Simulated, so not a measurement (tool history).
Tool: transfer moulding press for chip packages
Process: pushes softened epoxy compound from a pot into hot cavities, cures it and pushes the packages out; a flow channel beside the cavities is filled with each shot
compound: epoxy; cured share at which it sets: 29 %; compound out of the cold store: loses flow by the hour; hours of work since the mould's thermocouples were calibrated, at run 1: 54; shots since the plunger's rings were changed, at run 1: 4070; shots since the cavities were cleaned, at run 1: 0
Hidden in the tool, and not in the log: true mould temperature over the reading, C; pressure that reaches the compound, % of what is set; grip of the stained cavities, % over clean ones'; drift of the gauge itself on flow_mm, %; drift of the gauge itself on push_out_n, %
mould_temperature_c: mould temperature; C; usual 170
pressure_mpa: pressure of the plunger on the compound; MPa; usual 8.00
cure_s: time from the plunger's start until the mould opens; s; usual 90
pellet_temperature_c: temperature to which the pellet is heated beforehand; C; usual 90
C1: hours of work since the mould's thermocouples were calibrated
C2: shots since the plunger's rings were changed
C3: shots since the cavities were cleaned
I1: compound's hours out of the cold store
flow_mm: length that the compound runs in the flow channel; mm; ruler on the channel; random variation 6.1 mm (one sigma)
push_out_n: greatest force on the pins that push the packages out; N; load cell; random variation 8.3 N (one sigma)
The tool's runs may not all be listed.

{"run": 1, "hour": 0.0, "mould_temperature_c": 170, "pressure_mpa": 8.0, "cure_s": 90, "pellet_temperature_c": 90, "C1": 54, "C2": 4070, "C3": 0, "I1": 10.0, "flow_mm": 711, "push_out_n": 385}
{"run": 2, "hour": 8.6, "mould_temperature_c": 170, "pressure_mpa": 8.0, "cure_s": 90, "pellet_temperature_c": 92, "C1": 59, "C2": 4170, "C3": 100, "I1": 14.0, "flow_mm": 697, "push_out_n": 424}
{"run": 3, "hour": 19.3, "mould_temperature_c": 170, "pressure_mpa": 8.0, "cure_s": 90, "pellet_temperature_c": 92, "C1": 65, "C2": 4293, "C3": 223, "I1": 13.7, "flow_mm": 711, "push_out_n": 469}
{"run": 4, "hour": 31.3, "mould_temperature_c": 170, "pressure_mpa": 8.0, "cure_s": 90, "pellet_temperature_c": 92, "C1": 72, "C2": 4432, "C3": 362, "I1": 31.5, "flow_mm": 617, "push_out_n": 495}
{"run": 5, "hour": 40.0, "mould_temperature_c": 170, "pressure_mpa": 8.68, "cure_s": 90, "pellet_temperature_c": 92, "C1": 77, "C2": 4531, "C3": 461, "I1": 40.5, "flow_mm": 599, "push_out_n": 480}
{"run": 6, "hour": 46.5, "mould_temperature_c": 170, "pressure_mpa": 7.6, "cure_s": 90, "pellet_temperature_c": 90, "C1": 81, "C2": 4607, "C3": 537, "I1": 8.5, "flow_mm": 706, "push_out_n": 540}
{"run": 7, "hour": 54.2, "mould_temperature_c": 170, "pressure_mpa": 7.6, "cure_s": 90, "pellet_temperature_c": 90, "C1": 85, "C2": 4696, "C3": 626, "I1": 35.1, "flow_mm": 594, "push_out_n": 517}
{"run": 8, "hour": 62.4, "mould_temperature_c": 170, "pressure_mpa": 7.6, "cure_s": 90, "pellet_temperature_c": 90, "C1": 90, "C2": 4791, "C3": 721, "I1": 45.5, "flow_mm": 539, "push_out_n": 536}
{"hour": 71.3, "done": "cavities cleaned with cleaning compound and waxed"}
{"run": 9, "hour": 77.6, "mould_temperature_c": 170, "pressure_mpa": 7.6, "cure_s": 90, "pellet_temperature_c": 90, "C1": 98, "C2": 4949, "C3": 73, "I1": 36.2, "flow_mm": 579, "push_out_n": 398}
{"run": 10, "hour": 89.6, "mould_temperature_c": 170, "pressure_mpa": 7.6, "cure_s": 90, "pellet_temperature_c": 90, "C1": 105, "C2": 5087, "C3": 211, "I1": 45.7, "flow_mm": 533, "push_out_n": 441}
{"run": 11, "hour": 100.1, "mould_temperature_c": 170, "pressure_mpa": 7.6, "cure_s": 90, "pellet_temperature_c": 90, "C1": 111, "C2": 5209, "C3": 333, "I1": 46.7, "flow_mm": 534, "push_out_n": 483}
{"run": 12, "hour": 110.7, "mould_temperature_c": 170, "pressure_mpa": 7.6, "cure_s": 90, "pellet_temperature_c": 90, "C1": 117, "C2": 5332, "C3": 456, "I1": 22.6, "flow_mm": 628, "push_out_n": 537}
{"run": 13, "hour": 119.3, "mould_temperature_c": 170, "pressure_mpa": 7.6, "cure_s": 90, "pellet_temperature_c": 90, "C1": 122, "C2": 5431, "C3": 555, "I1": 17.1, "flow_mm": 657, "push_out_n": 547}
{"run": 14, "hour": 129.2, "mould_temperature_c": 170, "pressure_mpa": 7.6, "cure_s": 90, "pellet_temperature_c": 90, "C1": 128, "C2": 5545, "C3": 669, "I1": 15.1, "flow_mm": 669, "push_out_n": 550}
{"run": 15, "hour": 136.0, "mould_temperature_c": 177, "pressure_mpa": 8.0, "cure_s": 90, "pellet_temperature_c": 87, "C1": 131, "C2": 5624, "C3": 748, "I1": 38.2, "flow_mm": 577, "push_out_n": 497}
{"hour": 142.4, "done": "cavities cleaned with cleaning compound and waxed"}
{"run": 16, "hour": 146.5, "mould_temperature_c": 177, "pressure_mpa": 8.8, "cure_s": 90, "pellet_temperature_c": 87, "C1": 137, "C2": 5727, "C3": 47, "I1": 18.5, "flow_mm": 703, "push_out_n": 341}
{"hour": 154.1, "done": "plunger's sealing rings changed"}
{"run": 17, "hour": 160.6, "mould_temperature_c": 176, "pressure_mpa": 8.06, "cure_s": 90, "pellet_temperature_c": 98, "C1": 143, "C2": 76, "C3": 182, "I1": 42.6, "flow_mm": 586, "push_out_n": 395}
{"run": 18, "hour": 174.0, "mould_temperature_c": 164, "pressure_mpa": 9.15, "cure_s": 90, "pellet_temperature_c": 98, "C1": 151, "C2": 230, "C3": 336, "I1": 22.4, "flow_mm": 734, "push_out_n": 620}
{"run": 19, "hour": 180.0, "mould_temperature_c": 164, "pressure_mpa": 7.96, "cure_s": 124, "pellet_temperature_c": 95, "C1": 155, "C2": 300, "C3": 406, "I1": 8.5, "flow_mm": 763, "push_out_n": 459}
{"run": 20, "hour": 191.3, "mould_temperature_c": 164, "pressure_mpa": 7.96, "cure_s": 124, "pellet_temperature_c": 95, "C1": 161, "C2": 430, "C3": 536, "I1": 24.9, "flow_mm": 673, "push_out_n": 474}
{"run": 21, "hour": 206.0, "mould_temperature_c": 174, "pressure_mpa": 9.05, "cure_s": 124, "pellet_temperature_c": 95, "C1": 169, "C2": 600, "C3": 706, "I1": 35.8, "flow_mm": 646, "push_out_n": 470}
{"hour": 215.9, "done": "cavities cleaned with cleaning compound and waxed"}
{"run": 22, "hour": 222.3, "mould_temperature_c": 164, "pressure_mpa": 6.03, "cure_s": 75, "pellet_temperature_c": 94, "C1": 178, "C2": 771, "C3": 74, "I1": 24.5, "flow_mm": 577, "push_out_n": 772}
{"run": 23, "hour": 231.8, "mould_temperature_c": 162, "pressure_mpa": 7.39, "cure_s": 120, "pellet_temperature_c": 94, "C1": 183, "C2": 881, "C3": 184, "I1": 47.0, "flow_mm": 549, "push_out_n": 416}
{"run": 24, "hour": 239.0, "mould_temperature_c": 168, "pressure_mpa": 7.43, "cure_s": 90, "pellet_temperature_c": 90, "C1": 188, "C2": 964, "C3": 267, "I1": 11.3, "flow_mm": 714, "push_out_n": 517}
{"run": 25, "hour": 248.9, "mould_temperature_c": 168, "pressure_mpa": 7.43, "cure_s": 90, "pellet_temperature_c": 90, "C1": 193, "C2": 1078, "C3": 381, "I1": 37.4, "flow_mm": 578, "push_out_n": 534}
{"run": 26, "hour": 258.4, "mould_temperature_c": 168, "pressure_mpa": 7.43, "cure_s": 90, "pellet_temperature_c": 90, "C1": 199, "C2": 1188, "C3": 491, "I1": 29.9, "flow_mm": 622, "push_out_n": 550}
{"run": 27, "hour": 264.7, "mould_temperature_c": 168, "pressure_mpa": 7.43, "cure_s": 90, "pellet_temperature_c": 90, "C1": 202, "C2": 1261, "C3": 564, "I1": 17.4, "flow_mm": 689, "push_out_n": 577}

How the hidden state differs across the entries between the runs, from the last listed run before each to the first after it:
Between runs 8 and 9: cavities cleaned with cleaning compound and waxed (hour 71.3)
  true mould temperature over the reading, C: 0.17 -> 0.18; pressure that reaches the compound, % of what is set: 91.41 -> 91.13; grip of the stained cavities, % over clean ones': 51.9 -> 12.4
  measured less the result without the state, flow_mm: -24 -> -27 mm; push_out_n: +184 -> +43 N
Between runs 15 and 16: cavities cleaned with cleaning compound and waxed (hour 142.4)
  true mould temperature over the reading, C: 0.23 -> 0.24; pressure that reaches the compound, % of what is set: 89.93 -> 89.76; grip of the stained cavities, % over clean ones': 53.1 -> 6.7
  measured less the result without the state, flow_mm: -31 -> -39 mm; push_out_n: +173 -> +21 N
Between runs 16 and 17: plunger's sealing rings changed (hour 154.1)
  true mould temperature over the reading, C: 0.24 -> 0.25; pressure that reaches the compound, % of what is set: 89.76 -> 99.09; grip of the stained cavities, % over clean ones': 6.7 -> 22.1
  measured less the result without the state, flow_mm: -39 -> -3 mm; push_out_n: +21 -> +73 N
Between runs 21 and 22: cavities cleaned with cleaning compound and waxed (hour 215.9)
  true mould temperature over the reading, C: 0.28 -> 0.3; pressure that reaches the compound, % of what is set: 98.2 -> 97.9; grip of the stained cavities, % over clean ones': 51.4 -> 11.9
  measured less the result without the state, flow_mm: -6 -> -6 mm; push_out_n: +163 -> +68 N

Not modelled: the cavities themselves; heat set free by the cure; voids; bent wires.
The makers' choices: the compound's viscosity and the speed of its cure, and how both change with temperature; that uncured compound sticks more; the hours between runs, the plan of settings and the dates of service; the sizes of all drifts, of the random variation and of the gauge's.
